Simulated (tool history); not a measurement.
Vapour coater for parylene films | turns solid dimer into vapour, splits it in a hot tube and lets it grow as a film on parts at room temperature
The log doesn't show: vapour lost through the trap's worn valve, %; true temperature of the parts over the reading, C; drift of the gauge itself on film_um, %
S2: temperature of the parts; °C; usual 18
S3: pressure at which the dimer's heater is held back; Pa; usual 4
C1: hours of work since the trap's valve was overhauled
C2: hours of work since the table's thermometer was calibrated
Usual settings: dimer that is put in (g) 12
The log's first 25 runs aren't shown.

run 26 hour=1383.1 | dimer_that_is_put_in_(g)=12 S2=12 S3=2.64 | C1=41 C2=711 | thickness_of_the_film_(um)=7.19
run 27 hour=1419.5 | dimer_that_is_put_in_(g)=6 S2=19 S3=4.35 | C1=58 C2=727 | thickness_of_the_film_(um)=2.71
run 28 hour=1462.6 | dimer_that_is_put_in_(g)=12 S2=18 S3=7.97 | C1=77 C2=746 | thickness_of_the_film_(um)=5.31
run 29 hour=1502.1 | dimer_that_is_put_in_(g)=6 S2=10 S3=4.16 | C1=94 C2=763 | thickness_of_the_film_(um)=3.61
run 30 hour=1576.7 | dimer_that_is_put_in_(g)=12 S2=21 S3=4 | C1=127 C2=796 | thickness_of_the_film_(um)=4.88
run 31 hour=1612.9 | dimer_that_is_put_in_(g)=13 S2=13 S3=3.72 | C1=143 C2=812 | thickness_of_the_film_(um)=6.89
run 32 hour=1672.3 | dimer_that_is_put_in_(g)=15 S2=14 S3=4 | C1=169 C2=838 | thickness_of_the_film_(um)=7.65
run 33 hour=1704.7 | dimer_that_is_put_in_(g)=15 S2=14 S3=4 | C1=184 C2=853 | thickness_of_the_film_(um)=7.61
run 34 hour=1763.6 | dimer_that_is_put_in_(g)=14 S2=18 S3=2.63 | C1=210 C2=879 | thickness_of_the_film_(um)=6.17
run 35 hour=1818.6 | dimer_that_is_put_in_(g)=10 S2=12 S3=3.09 | C1=234 C2=903 | thickness_of_the_film_(um)=5.34
-- hour=1870.9 trap's valve overhauled
run 36 hour=1900.5 | dimer_that_is_put_in_(g)=12 S2=18 S3=3.04 | C1=13 C2=937 | thickness_of_the_film_(um)=5.84
run 37 hour=1939.9 | dimer_that_is_put_in_(g)=12 S2=18 S3=3.04 | C1=31 C2=955 | thickness_of_the_film_(um)=5.89
run 38 hour=1984 | dimer_that_is_put_in_(g)=13 S2=10 S3=3.04 | C1=50 C2=974 | thickness_of_the_film_(um)=8.28
run 39 hour=2060.6 | dimer_that_is_put_in_(g)=21 S2=23 S3=3.04 | C1=84 C2=1008 | thickness_of_the_film_(um)=8.34

Forecast each of these 3 alternatives for the next run:
run A hour=2115.4 | dimer_that_is_put_in_(g)=11 S2=18 S3=9.83 | C1=108 C2=1032 | thickness_of_the_film_(um)=?
run B hour=2115.4 | dimer_that_is_put_in_(g)=21 S2=24 S3=3.48 | C1=108 C2=1032 | thickness_of_the_film_(um)=?
run C hour=2115.4 | dimer_that_is_put_in_(g)=12 S2=14 S3=4 | C1=108 C2=1032 | thickness_of_the_film_(um)=?

run=A thickness_of_the_film_(um)=4.77
run=B thickness_of_the_film_(um)=8
run=C thickness_of_the_film_(um)=6.24
Without the tool's hidden state the same runs would have given:
run=A thickness_of_the_film_(um)=4.89
run=B thickness_of_the_film_(um)=8.2
run=C thickness_of_the_film_(um)=6.4

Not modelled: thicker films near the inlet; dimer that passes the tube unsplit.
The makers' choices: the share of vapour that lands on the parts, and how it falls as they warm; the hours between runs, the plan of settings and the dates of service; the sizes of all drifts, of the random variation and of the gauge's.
